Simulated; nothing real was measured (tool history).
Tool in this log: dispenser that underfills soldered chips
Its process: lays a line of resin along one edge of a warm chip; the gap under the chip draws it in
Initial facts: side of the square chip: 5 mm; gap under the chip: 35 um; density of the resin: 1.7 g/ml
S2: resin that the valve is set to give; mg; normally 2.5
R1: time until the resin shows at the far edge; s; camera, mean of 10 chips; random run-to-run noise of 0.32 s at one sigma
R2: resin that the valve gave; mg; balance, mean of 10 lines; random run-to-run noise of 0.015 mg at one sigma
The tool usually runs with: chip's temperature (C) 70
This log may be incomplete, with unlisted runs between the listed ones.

run 1 hour=0 | chip's_temperature_(C)=70 S2=2.5 | R1=16 R2=2.27
-- hour=4.9 new syringe of resin
run 2 hour=5.2 | chip's_temperature_(C)=70 S2=2.5 | R1=11 R2=2.28
run 3 hour=9.8 | chip's_temperature_(C)=70 S2=2.5 | R1=13.8 R2=2.25
run 4 hour=14.2 | chip's_temperature_(C)=70 S2=3.12 | R1=15.4 R2=2.85
-- hour=17.6 dispensing valve cleaned and set on the balance
run 5 hour=17.6 | chip's_temperature_(C)=70 S2=3.12 | R1=17.8 R2=3.13
-- hour=20.6 new syringe of resin
run 6 hour=23 | chip's_temperature_(C)=70 S2=3.12 | R1=12.3 R2=3.12
run 7 hour=26.9 | chip's_temperature_(C)=70 S2=2.32 | R1=14.1 R2=2.33
run 8 hour=32.4 | chip's_temperature_(C)=70 S2=2.29 | R1=17.6 R2=2.27
-- hour=35.2 new syringe of resin
run 9 hour=35.4 | chip's_temperature_(C)=70 S2=2.29 | R1=11.9 R2=2.27
run 10 hour=40.1 | chip's_temperature_(C)=75 S2=2.29 | R1=10.8 R2=2.29
run 11 hour=44.8 | chip's_temperature_(C)=59 S2=2.5 | R1=29.2 R2=2.45
run 12 hour=48.1 | chip's_temperature_(C)=56 S2=2.85 | R1=38.6 R2=2.79
-- hour=49.9 new syringe of resin
run 13 hour=53.2 | chip's_temperature_(C)=81 S2=3.03 | R1=7.3 R2=2.93
run 14 hour=57.2 | chip's_temperature_(C)=61 S2=2.97 | R1=23 R2=2.92
run 15 hour=62.7 | chip's_temperature_(C)=82 S2=2.6 | R1=9.9 R2=2.53
-- hour=64.8 new syringe of resin
run 16 hour=67.1 | chip's_temperature_(C)=58 S2=2.75 | R1=23.3 R2=2.67
run 17 hour=70.1 | chip's_temperature_(C)=58 S2=2.75 | R1=26.5 R2=2.66
run 18 hour=75.3 | chip's_temperature_(C)=58 S2=2.75 | R1=31.1 R2=2.68
run 19 hour=78.7 | chip's_temperature_(C)=58 S2=2.75 | R1=35.6 R2=2.69
-- hour=79.5 new syringe of resin
run 20 hour=83.5 | chip's_temperature_(C)=61 S2=2.98 | R1=20.8 R2=2.86
run 21 hour=86.2 | chip's_temperature_(C)=61 S2=2.21 | R1=23.4 R2=2.17

A few steps of R1 between consecutive runs. Split each: what settings, incoming material and random variation would produce without the hidden state, and what is left over for the hidden state, along with gauge scatter present in only one of the two compared results (measured, and without hidden state):
Unlogged tool condition in this case: resin's viscosity, % of fresh resin's; dose that the valve gives, % of what is set; true chip temperature over the reading, C; drift of the gauge itself on fill_s, %; drift of the gauge itself on given_mg, %.
Run 10 -> 11: chip's temperature (C) 75 -> 59, S2 2.29 -> 2.5. R1 +18.4 s: hidden state +6.9, all else +11.5.
Run 12 -> 13: chip's temperature (C) 56 -> 81, S2 2.85 -> 3.03, new syringe of resin. R1 -31.3 s: hidden state -14, all else -17.3.
Run 19 -> 20: chip's temperature (C) 58 -> 61, S2 2.75 -> 2.98, new syringe of resin. R1 -14.8 s: hidden state -12.1, all else -2.7.
